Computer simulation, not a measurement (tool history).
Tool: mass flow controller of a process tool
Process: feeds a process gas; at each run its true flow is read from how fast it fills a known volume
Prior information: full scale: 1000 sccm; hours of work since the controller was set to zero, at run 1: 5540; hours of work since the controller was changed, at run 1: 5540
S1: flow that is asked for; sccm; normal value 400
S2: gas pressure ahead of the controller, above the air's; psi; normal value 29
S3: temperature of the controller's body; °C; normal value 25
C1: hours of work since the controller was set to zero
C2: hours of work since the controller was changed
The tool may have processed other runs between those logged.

{"run": 1, "day": 0.0, "S1": 400, "S2": 29, "S3": 25, "C1": 5540, "C2": 5540, "true flow (%)": 97.93}
{"run": 2, "day": 7.938, "S1": 258, "S2": 29, "S3": 25, "C1": 5647, "C2": 5647, "true flow (%)": 97.17}
{"run": 3, "day": 16.696, "S1": 258, "S2": 29, "S3": 25, "C1": 5765, "C2": 5765, "true flow (%)": 97.19}
{"run": 4, "day": 22.171, "S1": 400, "S2": 29, "S3": 25, "C1": 5839, "C2": 5839, "true flow (%)": 97.44}
{"run": 5, "day": 31.625, "S1": 400, "S2": 29, "S3": 23, "C1": 5967, "C2": 5967, "true flow (%)": 97.4}
{"run": 6, "day": 38.579, "S1": 400, "S2": 29, "S3": 23, "C1": 6061, "C2": 6061, "true flow (%)": 97.17}
{"run": 7, "day": 49.375, "S1": 400, "S2": 29, "S3": 23, "C1": 6206, "C2": 6206, "true flow (%)": 96.96}
{"run": 8, "day": 57.712, "S1": 400, "S2": 29, "S3": 23, "C1": 6319, "C2": 6319, "true flow (%)": 96.82}
{"run": 9, "day": 64.304, "S1": 400, "S2": 29, "S3": 23, "C1": 6408, "C2": 6408, "true flow (%)": 96.67}
{"run": 10, "day": 73.125, "S1": 400, "S2": 29, "S3": 23, "C1": 6527, "C2": 6527, "true flow (%)": 96.59}
{"run": 11, "day": 80.021, "S1": 400, "S2": 28.9, "S3": 23, "C1": 6620, "C2": 6620, "true flow (%)": 96.47}
{"run": 12, "day": 88.267, "S1": 400, "S2": 28.9, "S3": 25, "C1": 6731, "C2": 6731, "true flow (%)": 96.21}
{"run": 13, "day": 99.45, "S1": 400, "S2": 21.2, "S3": 24, "C1": 6882, "C2": 6882, "true flow (%)": 95.81}
{"run": 14, "day": 107.008, "S1": 400, "S2": 31.6, "S3": 25, "C1": 6984, "C2": 6984, "true flow (%)": 95.95}
{"run": 15, "day": 115.079, "S1": 400, "S2": 31.6, "S3": 25, "C1": 7093, "C2": 7093, "true flow (%)": 95.94}
{"run": 16, "day": 124.646, "S1": 400, "S2": 31.6, "S3": 25, "C1": 7222, "C2": 7222, "true flow (%)": 95.75}
{"run": 17, "day": 131.479, "S1": 136, "S2": 24.9, "S3": 20, "C1": 7314, "C2": 7314, "true flow (%)": 94.31}
{"run": 18, "day": 136.925, "S1": 136, "S2": 24.9, "S3": 20, "C1": 7388, "C2": 7388, "true flow (%)": 94.13}
{"run": 19, "day": 145.275, "S1": 915, "S2": 36.5, "S3": 26, "C1": 7500, "C2": 7500, "true flow (%)": 97.32}
{"run": 20, "day": 151.712, "S1": 915, "S2": 36.5, "S3": 26, "C1": 7587, "C2": 7587, "true flow (%)": 97.13}

Predict each of these 4 candidate next runs independently; none follows another, all start after run 20:
{"day": 154.883, "done": "controller's zero set anew"}
{"run": "A", "day": 157.588, "S1": 226, "S2": 31.2, "S3": 36, "C1": 37, "C2": 7666, "true flow (%)": "?"}
{"day": 154.883, "done": "controller's zero set anew"}
{"run": "B", "day": 157.588, "S1": 400, "S2": 29, "S3": 34, "C1": 37, "C2": 7666, "true flow (%)": "?"}
{"day": 154.883, "done": "controller's zero set anew"}
{"run": "C", "day": 157.588, "S1": 788, "S2": 23.2, "S3": 26, "C1": 37, "C2": 7666, "true flow (%)": "?"}
{"day": 154.883, "done": "controller's zero set anew"}
{"run": "D", "day": 157.588, "S1": 937, "S2": 37.3, "S3": 34, "C1": 37, "C2": 7666, "true flow (%)": "?"}

run=A true_flow_(%)=94.8
run=B true_flow_(%)=95.28
run=C true_flow_(%)=96.09
run=D true_flow_(%)=97.42
Take away the tool's hidden state, keep each run's random variation, and the runs would have read:
run=A true_flow_(%)=97.72
run=B true_flow_(%)=98.21
run=C true_flow_(%)=99.04
run=D true_flow_(%)=100.42

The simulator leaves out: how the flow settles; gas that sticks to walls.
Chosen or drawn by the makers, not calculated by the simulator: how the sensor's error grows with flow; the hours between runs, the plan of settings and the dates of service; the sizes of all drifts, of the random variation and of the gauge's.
